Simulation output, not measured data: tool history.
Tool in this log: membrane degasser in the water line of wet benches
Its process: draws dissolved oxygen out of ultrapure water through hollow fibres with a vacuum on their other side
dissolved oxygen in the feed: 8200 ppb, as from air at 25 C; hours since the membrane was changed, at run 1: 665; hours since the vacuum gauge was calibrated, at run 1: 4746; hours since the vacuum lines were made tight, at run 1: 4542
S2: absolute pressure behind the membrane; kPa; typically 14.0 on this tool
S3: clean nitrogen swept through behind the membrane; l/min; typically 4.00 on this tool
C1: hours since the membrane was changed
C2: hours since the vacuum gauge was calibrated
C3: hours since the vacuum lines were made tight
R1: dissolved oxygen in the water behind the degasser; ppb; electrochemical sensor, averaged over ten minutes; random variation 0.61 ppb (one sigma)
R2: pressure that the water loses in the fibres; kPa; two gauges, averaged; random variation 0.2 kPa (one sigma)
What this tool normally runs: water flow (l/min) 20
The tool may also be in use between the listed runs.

Run 1, hour 0.0: usual settings; C1 665; C2 4746; C3 4542. Result: R1 135.6 ppb, R2 45.97 kPa.
Run 2, hour 151.8: usual settings; C1 817; C2 4898; C3 4694. Result: R1 136.0 ppb, R2 45.65 kPa.
Run 3, hour 282.1: usual settings; C1 947; C2 5029; C3 4825. Result: R1 135.2 ppb, R2 45.45 kPa.
Run 4, hour 428.3: usual settings; C1 1093; C2 5175; C3 4971. Result: R1 134.9 ppb, R2 45.41 kPa.
Run 5, hour 523.1: usual settings; C1 1188; C2 5270; C3 5065. Result: R1 136.8 ppb, R2 45.33 kPa.
Run 6, hour 609.8: usual settings; C1 1275; C2 5356; C3 5152. Result: R1 137.3 ppb, R2 45.80 kPa.
Run 7, hour 733.2: usual settings but water flow (l/min) 15, S3 2.01 l/min; C1 1398; C2 5480; C3 5276. Result: R1 191.1 ppb, R2 33.95 kPa.
Run 8, hour 850.2: usual settings but water flow (l/min) 29, S3 6.13 l/min; C1 1515; C2 5597; C3 5393. Result: R1 139.6 ppb, R2 65.90 kPa.
Run 9, hour 952.7: usual settings but S3 4.55 l/min; C1 1618; C2 5699; C3 5495. Result: R1 120.8 ppb, R2 45.35 kPa.
Run 10, hour 1033.2: usual settings but S3 4.55 l/min; C1 1698; C2 5780; C3 5576. Result: R1 120.7 ppb, R2 45.41 kPa.
Run 11, hour 1103.5: usual settings but water flow (l/min) 26, S3 1.75 l/min; C1 1768; C2 5850; C3 5646. Result: R1 365.2 ppb, R2 59.06 kPa.
Run 12, hour 1210.2: usual settings but water flow (l/min) 26, S2 10.2 kPa, S3 2.06 l/min; C1 1875; C2 5957; C3 5753. Result: R1 214.8 ppb, R2 58.96 kPa.

Each row is a separate what-if for the run after 12, all from the same tool condition, not one after another. Results?
Run A, hour 1334.2: usual settings but water flow (l/min) 13, S2 20.9 kPa, S3 7.68 l/min; C1 1999; C2 6081; C3 5877. Result: R1 ?, R2 ?.
Run B, hour 1334.2: usual settings but S2 10.5 kPa; C1 1999; C2 6081; C3 5877. Result: R1 ?, R2 ?.
Run C, hour 1334.2: usual settings but water flow (l/min) 30, S2 15.7 kPa, S3 3.67 l/min; C1 1999; C2 6081; C3 5877. Result: R1 ?, R2 ?.
Run D, hour 1334.2: usual settings but water flow (l/min) 26, S2 10.2 kPa, S3 4.81 l/min; C1 1999; C2 6081; C3 5877. Result: R1 ?, R2 ?.
Run E, hour 1334.2: usual settings but water flow (l/min) 17, S2 11.8 kPa, S3 5.14 l/min; C1 1999; C2 6081; C3 5877. Result: R1 ?, R2 ?.

run     R1     R2
  A   75.4  29.57
  B   93.9  45.41
  C  256.5  68.33
  D  103.0  58.75
  E   73.1  38.22
Take away the tool's hidden state, keep each run's random variation, and the runs would have read:
run     R1     R2
  A   75.3  29.83
  B   93.8  45.82
  C  256.3  68.94
  D  102.9  59.28
  E   73.1  38.56
